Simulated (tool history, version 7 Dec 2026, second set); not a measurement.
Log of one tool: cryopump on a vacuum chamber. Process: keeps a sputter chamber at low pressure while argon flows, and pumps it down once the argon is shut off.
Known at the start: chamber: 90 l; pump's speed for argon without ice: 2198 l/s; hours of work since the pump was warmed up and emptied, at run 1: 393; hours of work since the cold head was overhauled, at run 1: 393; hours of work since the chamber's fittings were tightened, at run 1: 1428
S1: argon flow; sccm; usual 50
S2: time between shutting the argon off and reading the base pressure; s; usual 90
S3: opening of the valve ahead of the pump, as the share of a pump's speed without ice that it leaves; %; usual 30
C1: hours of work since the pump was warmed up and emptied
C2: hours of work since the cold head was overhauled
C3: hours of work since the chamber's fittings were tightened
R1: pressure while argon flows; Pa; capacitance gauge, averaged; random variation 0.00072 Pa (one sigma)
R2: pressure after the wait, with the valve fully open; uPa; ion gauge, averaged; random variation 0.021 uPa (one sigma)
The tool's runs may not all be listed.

Run 1, day 0.000: usual settings; C1 393; C2 393; C3 1428. Result: R1 0.1359 Pa, R2 1.01 uPa.
Run 2, day 1.188: usual settings; C1 414; C2 414; C3 1449. Result: R1 0.1371 Pa, R2 1.00 uPa.
Run 3, day 2.379: usual settings; C1 435; C2 435; C3 1470. Result: R1 0.1352 Pa, R2 1.07 uPa.
Run 4, day 3.508: usual settings; C1 455; C2 455; C3 1490. Result: R1 0.1378 Pa, R2 1.05 uPa.
Run 5, day 4.783: usual settings; C1 477; C2 477; C3 1512. Result: R1 0.1392 Pa, R2 1.05 uPa.
Run 6, day 5.762: usual settings; C1 495; C2 495; C3 1529. Result: R1 0.1403 Pa, R2 1.09 uPa.
Run 7, day 6.971: usual settings but S2 232 s; C1 516; C2 516; C3 1551. Result: R1 0.1383 Pa, R2 0.84 uPa.
Run 8, day 8.475: usual settings but S3 32 %; C1 542; C2 542; C3 1577. Result: R1 0.1309 Pa, R2 1.13 uPa.
Run 9, day 9.796: usual settings but S3 32 %; C1 566; C2 566; C3 1600. Result: R1 0.1327 Pa, R2 1.17 uPa.
Run 10, day 11.492: usual settings but S3 32 %; C1 596; C2 596; C3 1630. Result: R1 0.1336 Pa, R2 1.15 uPa.
Run 11, day 12.329: usual settings but S3 32 %; C1 610; C2 610; C3 1645. Result: R1 0.1322 Pa, R2 1.19 uPa.
Run 12, day 13.117: usual settings but S3 32 %; C1 624; C2 624; C3 1659. Result: R1 0.1337 Pa, R2 1.18 uPa.
At day 14.038: pump warmed up, emptied and cooled again.
Run 13, day 14.671: usual settings but S3 32 %; C1 11; C2 648; C3 1683. Result: R1 0.1210 Pa, R2 0.98 uPa.
Run 14, day 16.175: usual settings; C1 38; C2 675; C3 1709. Result: R1 0.1296 Pa, R2 0.98 uPa.
Run 15, day 17.750: usual settings; C1 65; C2 702; C3 1737. Result: R1 0.1296 Pa, R2 1.01 uPa.
Run 16, day 19.392: usual settings; C1 94; C2 731; C3 1766. Result: R1 0.1315 Pa, R2 1.00 uPa.
Run 17, day 20.683: usual settings but S1 42 sccm; C1 117; C2 754; C3 1789. Result: R1 0.1104 Pa, R2 1.00 uPa.
Run 18, day 22.100: usual settings but S1 44 sccm, S3 22 %; C1 142; C2 779; C3 1813. Result: R1 0.1576 Pa, R2 1.03 uPa.
Run 19, day 23.062: usual settings but S1 30 sccm, S2 49 s, S3 22 %; C1 159; C2 796; C3 1830. Result: R1 0.1060 Pa, R2 1.36 uPa.
Run 20, day 24.271: usual settings but S1 30 sccm, S2 49 s, S3 43 %; C1 180; C2 817; C3 1852. Result: R1 0.0547 Pa, R2 1.40 uPa.
Run 21, day 25.842: usual settings but S1 30 sccm, S2 49 s, S3 43 %; C1 208; C2 845; C3 1879. Result: R1 0.0564 Pa, R2 1.35 uPa.
Run 22, day 27.288: usual settings but S1 76 sccm, S2 247 s, S3 44 %; C1 233; C2 870; C3 1905. Result: R1 0.1386 Pa, R2 0.89 uPa.
Run 23, day 28.942: usual settings but S1 61 sccm, S2 282 s, S3 23 %; C1 263; C2 899; C3 1934. Result: R1 0.2095 Pa, R2 0.91 uPa.
Run 24, day 29.846: usual settings but S1 99 sccm, S2 256 s, S3 29 %; C1 279; C2 915; C3 1950. Result: R1 0.2736 Pa, R2 0.91 uPa.
Run 25, day 30.658: usual settings but S1 60 sccm, S2 103 s, S3 48 %; C1 293; C2 930; C3 1964. Result: R1 0.1020 Pa, R2 1.13 uPa.
Run 26, day 32.288: usual settings but S1 23 sccm; C1 322; C2 958; C3 1993. Result: R1 0.0624 Pa, R2 1.13 uPa.
Run 27, day 33.033: usual settings but S2 22 s, S3 20 %; C1 335; C2 972; C3 2006. Result: R1 0.1970 Pa, R2 2.19 uPa.
Run 28, day 34.550: usual settings but S1 41 sccm; C1 361; C2 998; C3 2033. Result: R1 0.1109 Pa, R2 1.17 uPa.
Run 29, day 35.950: usual settings but S1 21 sccm, S2 124 s, S3 16 %; C1 386; C2 1023; C3 2058. Result: R1 0.1044 Pa, R2 1.17 uPa.
Run 30, day 36.950: usual settings but S1 21 sccm, S2 124 s, S3 16 %; C1 404; C2 1041; C3 2075. Result: R1 0.1047 Pa, R2 1.11 uPa.
Run 31, day 38.396: usual settings but S2 22 s; C1 429; C2 1066; C3 2101. Result: R1 0.1374 Pa, R2 2.24 uPa.
Run 32, day 39.433: usual settings but S1 74 sccm, S2 72 s; C1 447; C2 1084; C3 2119. Result: R1 0.2024 Pa, R2 1.35 uPa.
Run 33, day 41.004: usual settings but S1 74 sccm, S2 72 s; C1 475; C2 1112; C3 2147. Result: R1 0.2028 Pa, R2 1.36 uPa.

5 ways to go on from here, each from the tool as it stands after run 33. What would each give?
Run A, day 41.717: usual settings but S1 74 sccm, S2 30 s; C1 488; C2 1124; C3 2159. Result: R1 ?, R2 ?.
Run B, day 41.717: usual settings but S2 21 s, S3 44 %; C1 488; C2 1124; C3 2159. Result: R1 ?, R2 ?.
Run C, day 41.717: usual settings but S1 27 sccm, S2 40 s, S3 19 %; C1 488; C2 1124; C3 2159. Result: R1 ?, R2 ?.
Run D, day 41.717: usual settings but S1 74 sccm, S2 72 s, S3 56 %; C1 488; C2 1124; C3 2159. Result: R1 ?, R2 ?.
Run E, day 41.717: usual settings but S2 72 s, S3 24 %; C1 488; C2 1124; C3 2159. Result: R1 ?, R2 ?.

run      R1    R2
  A  0.2047  2.02
  B  0.0982  2.43
  C  0.1140  1.75
  D  0.1175  1.41
  E  0.1708  1.38
Without the tool's hidden state the same runs would have given:
run      R1    R2
  A  0.1893  1.17
  B  0.0877  1.59
  C  0.1084  0.91
  D  0.1020  0.56
  E  0.1604  0.56
